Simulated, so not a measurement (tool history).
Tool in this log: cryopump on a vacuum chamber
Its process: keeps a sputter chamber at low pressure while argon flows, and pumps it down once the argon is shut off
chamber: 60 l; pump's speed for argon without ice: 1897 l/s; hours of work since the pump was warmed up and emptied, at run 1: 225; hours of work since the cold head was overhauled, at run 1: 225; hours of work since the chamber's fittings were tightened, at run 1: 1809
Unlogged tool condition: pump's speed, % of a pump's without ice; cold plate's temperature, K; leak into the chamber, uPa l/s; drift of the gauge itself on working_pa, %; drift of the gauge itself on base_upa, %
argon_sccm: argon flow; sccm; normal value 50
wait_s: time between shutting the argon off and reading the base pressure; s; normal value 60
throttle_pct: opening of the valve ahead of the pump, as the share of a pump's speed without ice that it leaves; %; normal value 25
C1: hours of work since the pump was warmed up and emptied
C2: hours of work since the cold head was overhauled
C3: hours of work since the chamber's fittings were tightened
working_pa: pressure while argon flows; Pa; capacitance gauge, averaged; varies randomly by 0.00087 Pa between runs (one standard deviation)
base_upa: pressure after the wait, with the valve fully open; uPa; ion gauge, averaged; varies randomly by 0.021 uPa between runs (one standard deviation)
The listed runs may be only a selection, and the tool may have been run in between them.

Run 1, hour 0: usual settings; C1 225; C2 225; C3 1809. Result: working_pa 0.1841 Pa, base_upa 2.32 uPa.
Run 2, hour 11.6: usual settings but argon_sccm 41 sccm; C1 231; C2 231; C3 1815. Result: working_pa 0.1511 Pa, base_upa 2.33 uPa.
Run 3, hour 19.6: usual settings; C1 235; C2 235; C3 1819. Result: working_pa 0.1843 Pa, base_upa 2.39 uPa.
Run 4, hour 26.4: usual settings; C1 239; C2 239; C3 1823. Result: working_pa 0.1838 Pa, base_upa 2.3 uPa.
Run 5, hour 34: usual settings; C1 242; C2 242; C3 1827. Result: working_pa 0.1843 Pa, base_upa 2.39 uPa.
Run 6, hour 43.7: usual settings but argon_sccm 48 sccm; C1 247; C2 247; C3 1832. Result: working_pa 0.1782 Pa, base_upa 2.37 uPa.
Run 7, hour 51.2: usual settings but argon_sccm 48 sccm; C1 251; C2 251; C3 1836. Result: working_pa 0.177 Pa, base_upa 2.35 uPa.
Run 8, hour 64.8: usual settings but throttle_pct 32 %; C1 258; C2 258; C3 1843. Result: working_pa 0.1457 Pa, base_upa 2.39 uPa.
Run 9, hour 77.9: usual settings but throttle_pct 32 %; C1 265; C2 265; C3 1849. Result: working_pa 0.1452 Pa, base_upa 2.41 uPa.
Run 10, hour 88.3: usual settings; C1 271; C2 271; C3 1855. Result: working_pa 0.1827 Pa, base_upa 2.37 uPa.
Run 11, hour 101.8: usual settings; C1 278; C2 278; C3 1862. Result: working_pa 0.1857 Pa, base_upa 2.43 uPa.
Run 12, hour 108.1: usual settings but argon_sccm 99 sccm, wait_s 67 s, throttle_pct 19 %; C1 281; C2 281; C3 1865. Result: working_pa 0.4766 Pa, base_upa 2.41 uPa.
Run 13, hour 120.6: usual settings but argon_sccm 99 sccm, wait_s 67 s, throttle_pct 19 %; C1 287; C2 287; C3 1872. Result: working_pa 0.4804 Pa, base_upa 2.42 uPa.
Run 14, hour 133.3: usual settings but argon_sccm 56 sccm, wait_s 200 s, throttle_pct 54 %; C1 294; C2 294; C3 1878. Result: working_pa 0.1011 Pa, base_upa 2.32 uPa.

Estimate the outcome of run 15 from the log above:
Run 15, hour 144.7: usual settings but argon_sccm 37 sccm, wait_s 165 s; C1 300; C2 300; C3 1884. Result: working_pa ?, base_upa ?.

Run 15 measured working_pa 0.1392 Pa, base_upa 2.24 uPa.
Without the tool's hidden state the same run would have given working_pa 0.1339 Pa, base_upa 0.25 uPa.

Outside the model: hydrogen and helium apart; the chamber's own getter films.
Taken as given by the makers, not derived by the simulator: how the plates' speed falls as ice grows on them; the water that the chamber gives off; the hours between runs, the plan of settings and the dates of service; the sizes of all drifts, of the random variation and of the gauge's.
